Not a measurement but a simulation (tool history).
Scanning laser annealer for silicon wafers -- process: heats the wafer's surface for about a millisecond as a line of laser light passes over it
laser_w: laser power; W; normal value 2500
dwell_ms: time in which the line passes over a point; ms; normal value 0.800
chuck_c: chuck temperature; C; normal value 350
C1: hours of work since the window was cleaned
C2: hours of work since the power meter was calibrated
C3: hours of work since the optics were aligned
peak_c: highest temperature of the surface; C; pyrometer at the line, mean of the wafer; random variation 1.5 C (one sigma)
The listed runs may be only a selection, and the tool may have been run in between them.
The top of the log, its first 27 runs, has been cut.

run 28 hour=314.0 | laser_w=2587 dwell_ms=0.931 chuck_c=350 | C1=600 C2=29 C3=525 | peak_c=1180
-- hour=318.2 window over the wafer cleaned
run 29 hour=327.2 | laser_w=2587 dwell_ms=0.931 chuck_c=350 | C1=4 C2=34 C3=530 | peak_c=1193
run 30 hour=338.0 | laser_w=2587 dwell_ms=0.931 chuck_c=350 | C1=9 C2=39 C3=534 | peak_c=1195
run 31 hour=346.3 | laser_w=2500 dwell_ms=0.701 chuck_c=350 | C1=12 C2=42 C3=538 | peak_c=1068
run 32 hour=353.7 | laser_w=2500 dwell_ms=0.701 chuck_c=350 | C1=15 C2=46 C3=541 | peak_c=1066
run 33 hour=364.1 | laser_w=2500 dwell_ms=0.701 chuck_c=350 | C1=20 C2=50 C3=546 | peak_c=1065
run 34 hour=379.2 | laser_w=2500 dwell_ms=0.701 chuck_c=350 | C1=26 C2=57 C3=552 | peak_c=1067
run 35 hour=386.9 | laser_w=2500 dwell_ms=0.810 chuck_c=334 | C1=30 C2=60 C3=556 | peak_c=1102
run 36 hour=397.3 | laser_w=2220 dwell_ms=0.649 chuck_c=341 | C1=34 C2=65 C3=560 | peak_c=961
run 37 hour=404.1 | laser_w=2220 dwell_ms=0.649 chuck_c=341 | C1=37 C2=68 C3=563 | peak_c=961
run 38 hour=418.8 | laser_w=2228 dwell_ms=0.800 chuck_c=320 | C1=43 C2=74 C3=569 | peak_c=1006
run 39 hour=434.6 | laser_w=2719 dwell_ms=0.673 chuck_c=381 | C1=50 C2=81 C3=576 | peak_c=1134
run 40 hour=444.0 | laser_w=2719 dwell_ms=0.673 chuck_c=381 | C1=54 C2=85 C3=580 | peak_c=1137

Consider 5 possible next runs. They are alternatives, not a sequence: every one starts from the tool as it was left by run 40. What does each give?
run A hour=455.8 | laser_w=2670 dwell_ms=0.895 chuck_c=381 | C1=59 C2=90 C3=585 | peak_c=?
run B hour=455.8 | laser_w=2719 dwell_ms=0.673 chuck_c=367 | C1=59 C2=90 C3=585 | peak_c=?
run C hour=455.8 | laser_w=2719 dwell_ms=0.673 chuck_c=338 | C1=59 C2=90 C3=585 | peak_c=?
run D hour=455.8 | laser_w=2237 dwell_ms=0.800 chuck_c=350 | C1=59 C2=90 C3=585 | peak_c=?
run E hour=455.8 | laser_w=2253 dwell_ms=0.667 chuck_c=344 | C1=59 C2=90 C3=585 | peak_c=?

run=A peak_c=1229
run=B peak_c=1124
run=C peak_c=1093
run=D peak_c=1037
run=E peak_c=978
Take away the tool's hidden state, keep each run's random variation, and the runs would have read:
run=A peak_c=1238
run=B peak_c=1132
run=C peak_c=1101
run=D peak_c=1045
run=E peak_c=984

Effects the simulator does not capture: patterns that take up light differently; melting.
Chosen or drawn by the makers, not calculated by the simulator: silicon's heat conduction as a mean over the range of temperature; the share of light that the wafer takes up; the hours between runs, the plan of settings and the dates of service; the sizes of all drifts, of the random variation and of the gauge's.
